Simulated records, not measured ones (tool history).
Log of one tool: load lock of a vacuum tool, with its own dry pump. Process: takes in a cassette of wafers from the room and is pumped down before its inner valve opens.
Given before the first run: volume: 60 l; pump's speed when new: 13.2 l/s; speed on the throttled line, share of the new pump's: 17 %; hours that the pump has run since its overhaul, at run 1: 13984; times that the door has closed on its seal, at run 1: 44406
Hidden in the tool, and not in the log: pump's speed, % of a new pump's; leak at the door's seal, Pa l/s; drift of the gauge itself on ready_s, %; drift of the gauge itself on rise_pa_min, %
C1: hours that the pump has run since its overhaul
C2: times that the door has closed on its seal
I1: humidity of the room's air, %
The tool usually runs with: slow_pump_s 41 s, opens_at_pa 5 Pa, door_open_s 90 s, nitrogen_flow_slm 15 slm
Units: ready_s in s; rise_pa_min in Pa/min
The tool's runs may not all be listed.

Run 1, hour 0: usual settings; C1 13984; C2 44406; I1 47.6. Result: ready_s 84.1 s, rise_pa_min 0.145 Pa/min.
Run 2, hour 262.9: usual settings; C1 14247; C2 45025; I1 44.2. Result: ready_s 85.3 s, rise_pa_min 0.15 Pa/min.
Run 3, hour 765.4: usual settings; C1 14750; C2 46208; I1 46.3. Result: ready_s 86.7 s, rise_pa_min 0.153 Pa/min.
Run 4, hour 1125.9: usual settings; C1 15110; C2 47057; I1 44.7. Result: ready_s 85.8 s, rise_pa_min 0.161 Pa/min.
Run 5, hour 1489.1: usual settings but door_open_s 205 s; C1 15473; C2 47912; I1 49.2. Result: ready_s 87.2 s, rise_pa_min 0.208 Pa/min.
Run 6, hour 2080.3: usual settings but door_open_s 205 s; C1 16064; C2 49304; I1 44.8. Result: ready_s 86 s, rise_pa_min 0.207 Pa/min.
Run 7, hour 2334.8: usual settings but door_open_s 205 s; C1 16319; C2 49904; I1 43.4. Result: ready_s 87.3 s, rise_pa_min 0.216 Pa/min.
Run 8, hour 2686: usual settings but door_open_s 205 s; C1 16670; C2 50730; I1 46.1. Result: ready_s 86.6 s, rise_pa_min 0.217 Pa/min.
Run 9, hour 3263.2: usual settings but door_open_s 205 s; C1 17247; C2 52089; I1 45.5. Result: ready_s 87.6 s, rise_pa_min 0.219 Pa/min.
Run 10, hour 3731.1: usual settings but door_open_s 205 s; C1 17715; C2 53191; I1 44.5. Result: ready_s 86.4 s, rise_pa_min 0.219 Pa/min.
Run 11, hour 4351.9: usual settings; C1 18336; C2 54652; I1 45.9. Result: ready_s 87.9 s, rise_pa_min 0.184 Pa/min.
Run 12, hour 4614.5: usual settings but nitrogen_flow_slm 12 slm; C1 18599; C2 55271; I1 45.1. Result: ready_s 87.7 s, rise_pa_min 0.191 Pa/min.
At hour 4946.3: door's seal changed, seat wiped.
Run 13, hour 5130.5: usual settings but slow_pump_s 20 s; C1 19113; C2 433; I1 44.3. Result: ready_s 71.2 s, rise_pa_min 0.05 Pa/min.
Run 14, hour 5618: usual settings but slow_pump_s 20 s; C1 19601; C2 1581; I1 46.4. Result: ready_s 71.3 s, rise_pa_min 0.058 Pa/min.
Run 15, hour 6140: usual settings but door_open_s 144 s, nitrogen_flow_slm 12 slm; C1 20123; C2 2810; I1 43.9. Result: ready_s 87.8 s, rise_pa_min 0.085 Pa/min.
Run 16, hour 6746.7: usual settings but opens_at_pa 8 Pa, nitrogen_flow_slm 12 slm; C1 20729; C2 4238; I1 43.7. Result: ready_s 84.3 s, rise_pa_min 0.056 Pa/min.
Run 17, hour 7049.5: usual settings but opens_at_pa 7 Pa, nitrogen_flow_slm 29 slm; C1 21032; C2 4951; I1 44.6. Result: ready_s 86.6 s, rise_pa_min 0.045 Pa/min.
Run 18, hour 7343.5: usual settings but opens_at_pa 7 Pa, nitrogen_flow_slm 29 slm; C1 21326; C2 5643; I1 43.5. Result: ready_s 85.6 s, rise_pa_min 0.043 Pa/min.
Run 19, hour 7654.3: usual settings but opens_at_pa 7 Pa, nitrogen_flow_slm 10 slm; C1 21637; C2 6375; I1 45. Result: ready_s 87.1 s, rise_pa_min 0.062 Pa/min.
Run 20, hour 7927.4: usual settings but opens_at_pa 9 Pa, nitrogen_flow_slm 11 slm; C1 21910; C2 7018; I1 43.6. Result: ready_s 85.6 s, rise_pa_min 0.059 Pa/min.
Run 21, hour 8382.3: usual settings but slow_pump_s 27 s, opens_at_pa 4 Pa, door_open_s 40 s; C1 22365; C2 8089; I1 46.6. Result: ready_s 79.9 s, rise_pa_min 0.045 Pa/min.
Run 22, hour 8735.7: usual settings but slow_pump_s 27 s, opens_at_pa 4 Pa, door_open_s 40 s, nitrogen_flow_slm 8 slm; C1 22718; C2 8921; I1 42.6. Result: ready_s 79.8 s, rise_pa_min 0.042 Pa/min.
Run 23, hour 9127.7: usual settings but slow_pump_s 27 s, opens_at_pa 6 Pa, door_open_s 40 s, nitrogen_flow_slm 8 slm; C1 23110; C2 9844; I1 47. Result: ready_s 77.7 s, rise_pa_min 0.048 Pa/min.
Run 24, hour 9567.2: usual settings but slow_pump_s 27 s, opens_at_pa 6 Pa, door_open_s 40 s, nitrogen_flow_slm 23 slm; C1 23550; C2 10879; I1 48.1. Result: ready_s 77.7 s, rise_pa_min 0.037 Pa/min.
Run 25, hour 9926.9: usual settings but slow_pump_s 46 s, opens_at_pa 6 Pa, door_open_s 40 s, nitrogen_flow_slm 8 slm; C1 23910; C2 11726; I1 45.4. Result: ready_s 92.2 s, rise_pa_min 0.047 Pa/min.

Predict each of these 5 candidate next runs independently; none follows another, all start after run 25:
Run A, hour 10469.5: usual settings but opens_at_pa 7 Pa, door_open_s 40 s, nitrogen_flow_slm 6 slm; C1 24452; C2 13003; I1 43. Result: ready_s ?, rise_pa_min ?.
Run B, hour 10469.5: usual settings but opens_at_pa 6 Pa, door_open_s 29 s; C1 24452; C2 13003; I1 46.5. Result: ready_s ?, rise_pa_min ?.
Run C, hour 10469.5: usual settings but slow_pump_s 38 s, opens_at_pa 7 Pa, nitrogen_flow_slm 13 slm; C1 24452; C2 13003; I1 44. Result: ready_s ?, rise_pa_min ?.
Run D, hour 10469.5: usual settings but slow_pump_s 27 s, opens_at_pa 6 Pa, door_open_s 40 s, nitrogen_flow_slm 8 slm; C1 24452; C2 13003; I1 44.3. Result: ready_s ?, rise_pa_min ?.
Run E, hour 10469.5: usual settings but slow_pump_s 23 s, door_open_s 167 s, nitrogen_flow_slm 13 slm; C1 24452; C2 13003; I1 49.9. Result: ready_s ?, rise_pa_min ?.

run  ready_s  rise_pa_min
  A     87.7        0.051
  B     88.3        0.038
  C     85.3         0.07
  D     77.7        0.045
  E     76.2        0.109
What these runs would have given with no unlogged condition in the tool:
run  ready_s  rise_pa_min
  A       78        0.037
  B     78.4        0.024
  C     75.6        0.056
  D     67.3        0.031
  E     65.3        0.095
